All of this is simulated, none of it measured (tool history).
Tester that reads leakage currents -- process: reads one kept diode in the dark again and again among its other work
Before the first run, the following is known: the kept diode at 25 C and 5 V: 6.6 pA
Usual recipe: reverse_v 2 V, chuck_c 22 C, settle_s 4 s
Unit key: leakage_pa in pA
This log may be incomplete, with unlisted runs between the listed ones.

run	hour	reverse_v	chuck_c	settle_s	leakage_pa
1	0	2	22	4	3.68
2	117.8	2	23	4	3.92
3	247.3	2	22	4.27	3.67
4	363.1	2	22	4.27	3.58
5	567.9	2	22	4.27	3.61
6	695.6	2	22	4.27	3.68
7	895.6	2	22	4	3.7
8	1077.1	2	22	4	3.57
9	1198.1	2	22	4	3.54
10	1309.9	2	22	4	3.59
11	1430.9	1.38	22	4	3.13
12	1547.5	2	22	4	3.68
13	1708.1	2	59	4	53.79
14	1827.1	1.19	36	1.43	8.71
15	1965.6	1.19	36	1.43	8.73
16	2133.7	5.96	38	3.33	20.25
17	2295.1	5.96	38	3.33	20.17
# hour 2420.1: probe card cleaned and baked
18	2504	5.96	38	3.33	20.13
# hour 2557.2: chuck's temperature calibrated
# hour 2597.1: tester calibrated
19	2654.5	3.36	22	8.75	4.55
20	2830.5	3.36	22	8.75	4.47
21	2952	3.36	22	8.75	4.59
22	3121.6	3.15	40	2.61	17.64
23	3267.8	1.62	21	0.31	4.08
24	3412	1.62	21	0.31	4.15

Below are 3 alternative next runs, each starting from the tool's condition after run 24. Predict each:
A	3541	5.16	44	4.51	?
B	3541	3	26	1.82	?
C	3541	2	50	4	?

run	leakage_pa
A	28.87
B	6.18
C	29.4
What these runs would have given with no unlogged condition in the tool:
run	leakage_pa
A	28.87
B	6.18
C	29.4
